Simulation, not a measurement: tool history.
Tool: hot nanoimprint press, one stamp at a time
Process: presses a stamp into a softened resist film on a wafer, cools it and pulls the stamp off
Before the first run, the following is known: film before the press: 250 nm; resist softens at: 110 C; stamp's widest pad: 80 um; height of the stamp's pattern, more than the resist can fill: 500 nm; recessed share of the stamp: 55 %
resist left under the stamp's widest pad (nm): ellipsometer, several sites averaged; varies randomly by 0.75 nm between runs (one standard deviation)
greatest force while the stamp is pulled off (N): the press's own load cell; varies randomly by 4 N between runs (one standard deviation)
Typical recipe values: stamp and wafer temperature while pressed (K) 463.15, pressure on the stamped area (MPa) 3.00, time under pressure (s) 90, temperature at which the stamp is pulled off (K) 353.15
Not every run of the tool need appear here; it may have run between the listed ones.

run	hour	stamp and wafer temperature while pressed (K)	pressure on the stamped area (MPa)	time under pressure (s)	temperature at which the stamp is pulled off (K)	resist left under the stamp's widest pad (nm)	greatest force while the stamp is pulled off (N)
1	0.0	463.15	3.00	90	353.15	103.9	216
2	34.7	463.15	3.00	90	353.15	103.7	219
3	87.7	463.15	3.00	90	353.15	103.4	235
4	146.5	463.15	1.85	90	353.15	133.8	249
# hour 168.1: plate thermocouple calibrated
5	188.2	463.15	1.85	90	353.15	131.4	258
6	238.3	463.15	1.85	90	353.15	130.3	275
7	275.5	463.15	1.85	90	353.15	131.1	278
8	303.8	463.15	1.85	90	353.15	130.3	280
9	332.6	463.15	1.85	90	353.15	131.8	290
# hour 366.0: stamp cleaned and given a new release coat
10	368.0	463.15	3.00	90	353.15	98.3	181
# hour 390.3: plate thermocouple calibrated, once more
11	405.1	463.15	3.00	130	353.15	97.5	197
12	448.7	463.15	3.00	130	353.15	99.2	213
13	513.6	455.15	3.00	90	353.15	146.0	216
14	559.6	455.15	3.00	90	353.15	145.0	241
15	613.2	461.15	3.00	50	353.15	138.1	252
16	663.4	457.15	4.32	171	342.15	88.3	348
17	713.1	457.15	4.32	171	342.15	89.6	380
18	771.0	463.15	3.00	90	353.15	106.6	294
# hour 825.3: stamp cleaned and given a new release coat
19	835.0	452.15	3.00	111	353.15	149.4	187
20	898.7	454.15	4.22	49	346.15	148.2	258
21	948.0	475.15	2.10	59	343.15	99.8	279
22	997.4	475.15	2.14	108	360.15	79.3	188
23	1039.2	465.15	3.00	78	353.15	103.3	245
24	1081.8	465.15	3.74	61	340.15	97.0	342
# hour 1118.6: plate thermocouple calibrated
25	1136.0	463.15	3.73	90	352.15	100.6	284
26	1192.3	463.15	3.73	52	341.15	118.4	379
27	1254.4	457.15	3.26	124	351.15	119.1	330
# hour 1283.7: stamp cleaned and given a new release coat
28	1324.8	457.15	3.26	124	351.15	120.7	212

Each row is a separate what-if for the run after 28, all from the same tool condition, not one after another. Results?
A	1369.7	457.15	3.26	97	356.15	?	?
B	1369.7	457.15	3.26	173	349.15	?	?
C	1369.7	457.15	3.20	142	359.15	?	?
D	1369.7	457.15	3.26	124	346.15	?	?
E	1369.7	455.15	3.47	59	351.15	?	?

run	resist left under the stamp's widest pad (nm)	greatest force while the stamp is pulled off (N)
A	127.8	198
B	106.8	242
C	113.9	185
D	119.3	254
E	156.5	229
Stripped of hidden state, with their random variation kept, the same runs would have yielded:
run	resist left under the stamp's widest pad (nm)	greatest force while the stamp is pulled off (N)
A	125.9	180
B	105.1	220
C	112.2	168
D	117.5	230
E	154.2	208

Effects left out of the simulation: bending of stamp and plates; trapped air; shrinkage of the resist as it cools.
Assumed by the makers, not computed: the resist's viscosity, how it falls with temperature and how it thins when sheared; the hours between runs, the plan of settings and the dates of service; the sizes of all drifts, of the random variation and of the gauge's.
